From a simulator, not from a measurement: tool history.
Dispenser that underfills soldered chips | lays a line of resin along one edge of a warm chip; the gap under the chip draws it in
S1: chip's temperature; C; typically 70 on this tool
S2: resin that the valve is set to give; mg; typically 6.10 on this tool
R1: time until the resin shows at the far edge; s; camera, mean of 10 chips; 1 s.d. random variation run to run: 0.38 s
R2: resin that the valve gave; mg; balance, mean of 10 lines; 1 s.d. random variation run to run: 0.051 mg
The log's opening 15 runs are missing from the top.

| run | hour | S1 | S2 | R1 | R2 |
|---|---|---|---|---|---|
| 16 | 47.9 | 56 | 6.10 | 54.1 | 5.69 |
| 17 | 51.7 | 70 | 6.48 | 40.0 | 5.93 |
| 18 | 54.8 | 70 | 6.48 | 47.4 | 6.01 |
|  | 57.8 | new syringe of resin |
| 19 | 58.8 | 77 | 5.92 | 20.4 | 5.44 |
| 20 | 62.9 | 70 | 6.15 | 31.7 | 5.66 |
| 21 | 65.8 | 71 | 7.86 | 35.2 | 7.26 |
| 22 | 69.3 | 69 | 5.56 | 46.1 | 5.07 |
| 23 | 72.5 | 83 | 6.48 | 33.0 | 5.88 |
|  | 74.0 | new syringe of resin |
| 24 | 75.3 | 83 | 6.48 | 17.4 | 5.99 |
| 25 | 78.1 | 63 | 6.10 | 39.0 | 5.48 |
| 26 | 81.6 | 76 | 6.58 | 30.2 | 5.94 |
| 27 | 84.3 | 76 | 6.58 | 33.7 | 6.00 |
| 28 | 89.1 | 59 | 5.45 | 81.5 | 4.99 |
|  | 90.1 | new syringe of resin |
| 29 | 93.0 | 68 | 5.45 | 30.5 | 4.99 |
| 30 | 96.5 | 56 | 6.64 | 54.0 | 6.01 |
| 31 | 100.4 | 56 | 6.64 | 66.0 | 5.92 |
| 32 | 104.3 | 84 | 7.27 | 31.8 | 6.53 |
|  | 106.2 | new syringe of resin |
| 33 | 107.5 | 84 | 7.27 | 15.9 | 6.54 |
| 34 | 112.4 | 84 | 7.27 | 20.4 | 6.45 |
|  | 115.1 | dispensing valve cleaned and set on the balance |
| 35 | 116.4 | 70 | 7.69 | 36.7 | 7.66 |
| 36 | 119.9 | 62 | 7.00 | 57.6 | 6.98 |

Consider 3 possible next runs. They are alternatives, not a sequence: every one starts from the tool as it was left by run 36. What does each give?
|  | 123.5 | new syringe of resin |
| A | 125.0 | 56 | 6.08 | ? | ? |
|  | 123.5 | new syringe of resin |
| B | 125.0 | 58 | 7.34 | ? | ? |
|  | 123.5 | new syringe of resin |
| C | 125.0 | 62 | 5.48 | ? | ? |

| run | R1 | R2 |
|---|---|---|
| A | 43.1 | 6.05 |
| B | 38.9 | 7.42 |
| C | 34.5 | 5.44 |
Without the tool's unlogged condition, the same runs would have read:
| run | R1 | R2 |
|---|---|---|
| A | 38.0 | 6.08 |
| B | 34.2 | 7.45 |
| C | 30.3 | 5.47 |
